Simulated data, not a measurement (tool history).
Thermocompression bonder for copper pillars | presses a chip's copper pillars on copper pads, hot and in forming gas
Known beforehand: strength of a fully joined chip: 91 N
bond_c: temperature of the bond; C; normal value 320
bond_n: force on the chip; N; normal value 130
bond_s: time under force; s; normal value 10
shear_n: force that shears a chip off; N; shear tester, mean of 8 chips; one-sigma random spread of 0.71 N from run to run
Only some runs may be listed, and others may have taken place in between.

{"run": 1, "day": 0.0, "bond_c": 320, "bond_n": 130, "bond_s": 10, "shear_n": 48.6}
{"run": 2, "day": 2.904, "bond_c": 320, "bond_n": 130, "bond_s": 10, "shear_n": 47.8}
{"run": 3, "day": 4.162, "bond_c": 320, "bond_n": 130, "bond_s": 10, "shear_n": 48.0}
{"run": 4, "day": 6.562, "bond_c": 320, "bond_n": 130, "bond_s": 10, "shear_n": 47.9}
{"run": 5, "day": 8.6, "bond_c": 320, "bond_n": 130, "bond_s": 10, "shear_n": 47.1}
{"run": 6, "day": 10.779, "bond_c": 320, "bond_n": 130, "bond_s": 10, "shear_n": 46.4}
{"run": 7, "day": 12.233, "bond_c": 320, "bond_n": 130, "bond_s": 10, "shear_n": 45.7}
{"day": 12.533, "done": "forming gas filter changed"}
{"run": 8, "day": 14.354, "bond_c": 320, "bond_n": 130, "bond_s": 10, "shear_n": 48.1}
{"run": 9, "day": 16.562, "bond_c": 320, "bond_n": 130, "bond_s": 10, "shear_n": 47.2}
{"run": 10, "day": 18.342, "bond_c": 320, "bond_n": 130, "bond_s": 10, "shear_n": 48.0}
{"run": 11, "day": 19.671, "bond_c": 320, "bond_n": 129, "bond_s": 10, "shear_n": 46.3}
{"run": 12, "day": 22.296, "bond_c": 320, "bond_n": 129, "bond_s": 10, "shear_n": 45.2}
{"day": 22.992, "done": "heater calibrated with a thermocouple chip"}
{"run": 13, "day": 24.088, "bond_c": 320, "bond_n": 129, "bond_s": 10, "shear_n": 49.3}
{"run": 14, "day": 26.762, "bond_c": 320, "bond_n": 129, "bond_s": 10, "shear_n": 48.1}
{"day": 27.288, "done": "forming gas filter changed"}
{"run": 15, "day": 28.408, "bond_c": 296, "bond_n": 79, "bond_s": 8, "shear_n": 22.4}
{"run": 16, "day": 30.838, "bond_c": 296, "bond_n": 79, "bond_s": 8, "shear_n": 21.2}
{"run": 17, "day": 33.625, "bond_c": 310, "bond_n": 104, "bond_s": 8, "shear_n": 32.9}
{"run": 18, "day": 35.046, "bond_c": 300, "bond_n": 149, "bond_s": 6, "shear_n": 38.1}
{"run": 19, "day": 36.417, "bond_c": 350, "bond_n": 94, "bond_s": 11, "shear_n": 51.6}
{"day": 38.808, "done": "force cell calibrated"}
{"run": 20, "day": 39.129, "bond_c": 308, "bond_n": 130, "bond_s": 9, "shear_n": 39.4}
{"run": 21, "day": 40.933, "bond_c": 337, "bond_n": 86, "bond_s": 9, "shear_n": 34.8}
{"day": 42.1, "done": "forming gas filter changed"}
{"run": 22, "day": 42.312, "bond_c": 337, "bond_n": 99, "bond_s": 9, "shear_n": 42.3}
{"run": 23, "day": 43.838, "bond_c": 320, "bond_n": 145, "bond_s": 10, "shear_n": 51.0}
{"run": 24, "day": 46.296, "bond_c": 324, "bond_n": 104, "bond_s": 6, "shear_n": 32.5}
{"run": 25, "day": 48.808, "bond_c": 307, "bond_n": 104, "bond_s": 6, "shear_n": 25.6}
{"run": 26, "day": 51.679, "bond_c": 320, "bond_n": 130, "bond_s": 7, "shear_n": 40.5}
{"run": 27, "day": 54.562, "bond_c": 340, "bond_n": 184, "bond_s": 15, "shear_n": 73.8}

Consider 4 possible next runs. They are alternatives, not a sequence: every one starts from the tool as it was left by run 27. What does each give?
{"day": 56.796, "done": "forming gas filter changed"}
{"run": "A", "day": 57.046, "bond_c": 320, "bond_n": 97, "bond_s": 10, "shear_n": "?"}
{"day": 56.796, "done": "forming gas filter changed"}
{"run": "B", "day": 57.046, "bond_c": 348, "bond_n": 170, "bond_s": 10, "shear_n": "?"}
{"day": 56.796, "done": "forming gas filter changed"}
{"run": "C", "day": 57.046, "bond_c": 340, "bond_n": 171, "bond_s": 15, "shear_n": "?"}
{"day": 56.796, "done": "forming gas filter changed"}
{"run": "D", "day": 57.046, "bond_c": 320, "bond_n": 116, "bond_s": 27, "shear_n": "?"}

run=A shear_n=36.3
run=B shear_n=70.2
run=C shear_n=74.0
run=D shear_n=57.1
With the hidden condition removed and each run's random variation left untouched, the same runs would have given:
run=A shear_n=39.6
run=B shear_n=73.5
run=C shear_n=77.2
run=D shear_n=61.0
